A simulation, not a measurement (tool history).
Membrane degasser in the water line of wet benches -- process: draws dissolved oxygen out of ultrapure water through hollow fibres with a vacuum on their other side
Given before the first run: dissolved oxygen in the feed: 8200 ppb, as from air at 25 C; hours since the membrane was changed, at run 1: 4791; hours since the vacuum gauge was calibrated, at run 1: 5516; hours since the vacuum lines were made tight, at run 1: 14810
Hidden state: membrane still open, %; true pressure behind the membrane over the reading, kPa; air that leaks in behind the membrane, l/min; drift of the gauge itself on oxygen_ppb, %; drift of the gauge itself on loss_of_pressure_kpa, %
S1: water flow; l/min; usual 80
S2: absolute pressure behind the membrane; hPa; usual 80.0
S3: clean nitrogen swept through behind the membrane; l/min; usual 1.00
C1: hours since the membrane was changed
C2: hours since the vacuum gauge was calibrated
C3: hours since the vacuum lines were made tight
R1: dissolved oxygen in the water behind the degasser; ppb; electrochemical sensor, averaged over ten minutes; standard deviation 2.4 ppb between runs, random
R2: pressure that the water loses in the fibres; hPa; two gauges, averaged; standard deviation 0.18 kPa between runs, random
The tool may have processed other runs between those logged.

Run 1, hour 0.0: usual settings; C1 4791; C2 5516; C3 14810. Result: R1 637.9 ppb, R2 309.8 hPa.
At hour 10.1: seals of the vacuum lines changed.
Run 2, hour 122.1: usual settings; C1 4911; C2 5636; C3 112. Result: R1 642.0 ppb, R2 309.2 hPa.
Run 3, hour 182.9: usual settings; C1 4972; C2 5697; C3 173. Result: R1 642.3 ppb, R2 309.9 hPa.
Run 4, hour 294.0: usual settings; C1 5083; C2 5808; C3 284. Result: R1 643.5 ppb, R2 309.8 hPa.
At hour 408.7: vacuum gauge calibrated.
Run 5, hour 422.4: usual settings; C1 5211; C2 14; C3 412. Result: R1 651.0 ppb, R2 316.8 hPa.
Run 6, hour 527.2: usual settings; C1 5316; C2 119; C3 517. Result: R1 647.3 ppb, R2 308.1 hPa.
At hour 603.0: vacuum gauge calibrated, once more.
Run 7, hour 657.2: usual settings; C1 5446; C2 54; C3 646. Result: R1 607.3 ppb, R2 310.6 hPa.
Run 8, hour 742.9: usual settings; C1 5531; C2 140; C3 732. Result: R1 615.7 ppb, R2 314.9 hPa.
Run 9, hour 828.2: usual settings but S2 102.3 hPa; C1 5616; C2 225; C3 817. Result: R1 872.7 ppb, R2 310.8 hPa.
Run 10, hour 886.2: usual settings but S1 81 l/min, S2 102.3 hPa; C1 5674; C2 283; C3 875. Result: R1 880.0 ppb, R2 315.4 hPa.
Run 11, hour 971.9: usual settings but S3 2.87 l/min; C1 5760; C2 369; C3 961. Result: R1 282.3 ppb, R2 310.4 hPa.
Run 12, hour 1076.3: usual settings but S1 97 l/min, S3 2.87 l/min; C1 5865; C2 473; C3 1065. Result: R1 329.3 ppb, R2 378.7 hPa.
Run 13, hour 1149.9: usual settings but S2 83.9 hPa; C1 5938; C2 547; C3 1139. Result: R1 658.5 ppb, R2 314.2 hPa.
Run 14, hour 1205.0: usual settings but S2 114.1 hPa; C1 5993; C2 602; C3 1194. Result: R1 1012.0 ppb, R2 313.1 hPa.
Run 15, hour 1335.7: usual settings but S2 55.2 hPa; C1 6124; C2 733; C3 1325. Result: R1 307.5 ppb, R2 312.8 hPa.
Run 16, hour 1414.3: usual settings but S2 55.2 hPa; C1 6203; C2 811; C3 1403. Result: R1 310.1 ppb, R2 314.3 hPa.
Run 17, hour 1538.2: usual settings but S1 109 l/min, S2 161.7 hPa, S3 0.81 l/min; C1 6327; C2 935; C3 1527. Result: R1 2039.7 ppb, R2 428.0 hPa.
Run 18, hour 1602.8: usual settings but S1 124 l/min, S2 49.4 hPa, S3 0.43 l/min; C1 6391; C2 1000; C3 1592. Result: R1 456.4 ppb, R2 482.6 hPa.
Run 19, hour 1726.2: usual settings but S1 62 l/min, S2 49.4 hPa, S3 0.43 l/min; C1 6514; C2 1123; C3 1715. Result: R1 329.1 ppb, R2 243.4 hPa.
Run 20, hour 1802.9: usual settings but S2 132.6 hPa, S3 0.46 l/min; C1 6591; C2 1200; C3 1792. Result: R1 1853.4 ppb, R2 314.2 hPa.
Run 21, hour 1917.3: usual settings but S1 88 l/min, S2 132.6 hPa, S3 0.61 l/min; C1 6706; C2 1314; C3 1906. Result: R1 1684.8 ppb, R2 343.8 hPa.
Run 22, hour 1971.3: usual settings but S1 99 l/min, S2 103.8 hPa, S3 0.47 l/min; C1 6760; C2 1368; C3 1960. Result: R1 1493.3 ppb, R2 392.0 hPa.
Run 23, hour 2090.3: usual settings but S1 99 l/min, S2 103.8 hPa, S3 0.47 l/min; C1 6879; C2 1487; C3 2079. Result: R1 1494.9 ppb, R2 389.8 hPa.
Run 24, hour 2207.5: usual settings but S1 49 l/min, S2 75.4 hPa; C1 6996; C2 1604; C3 2196. Result: R1 399.3 ppb, R2 192.0 hPa.
Run 25, hour 2290.1: usual settings but S1 49 l/min, S2 75.4 hPa; C1 7078; C2 1687; C3 2279. Result: R1 399.3 ppb, R2 191.0 hPa.
Run 26, hour 2385.4: usual settings but S1 73 l/min, S2 151.9 hPa, S3 0.60 l/min; C1 7174; C2 1782; C3 2374. Result: R1 1791.6 ppb, R2 285.9 hPa.
Run 27, hour 2450.0: usual settings but S1 76 l/min, S2 61.5 hPa, S3 1.50 l/min; C1 7238; C2 1847; C3 2439. Result: R1 288.4 ppb, R2 300.3 hPa.
Run 28, hour 2528.0: usual settings but S1 66 l/min, S2 85.4 hPa, S3 1.68 l/min; C1 7316; C2 1925; C3 2517. Result: R1 412.9 ppb, R2 260.2 hPa.
Run 29, hour 2659.4: usual settings but S1 66 l/min, S2 85.4 hPa, S3 1.68 l/min; C1 7448; C2 2056; C3 2648. Result: R1 412.2 ppb, R2 263.7 hPa.
Run 30, hour 2777.8: usual settings but S1 124 l/min, S2 169.5 hPa, S3 1.68 l/min; C1 7566; C2 2175; C3 2767. Result: R1 1525.2 ppb, R2 485.8 hPa.
Run 31, hour 2907.1: usual settings but S1 124 l/min, S2 169.5 hPa, S3 1.68 l/min; C1 7695; C2 2304; C3 2896. Result: R1 1523.2 ppb, R2 491.1 hPa.

Hidden state at the last listed run before each entry between runs and at the first one after, where it differs:
From run 1 to run 2: seals of the vacuum lines changed (hour 10.1)
  true pressure behind the membrane over the reading, kPa: 0.25 -> 0.26; air that leaks in behind the membrane, l/min: 0.0172 -> 0.0034
  what was measured, less what the result would be without the hidden state, R1: +28.6 -> +31.3 ppb; R2: +7.0 -> +7.2 hPa
From run 4 to run 5: vacuum gauge calibrated (hour 408.7)
  membrane still open, %: 97.6 -> 97.5; true pressure behind the membrane over the reading, kPa: 0.27 -> 0.3; air that leaks in behind the membrane, l/min: 0.0035 -> 0.0037
  what was measured, less what the result would be without the hidden state, R1: +32.2 -> +36.9 ppb; R2: +7.5 -> +7.8 hPa
From run 6 to run 7: vacuum gauge calibrated, once more (hour 603.0)
  membrane still open, %: 97.5 -> 97.4; true pressure behind the membrane over the reading, kPa: 0.31 -> -0.01; air that leaks in behind the membrane, l/min: 0.0038 -> 0.0039
  what was measured, less what the result would be without the hidden state, R1: +37.2 -> -0.7 ppb; R2: +7.9 -> +8.1 hPa
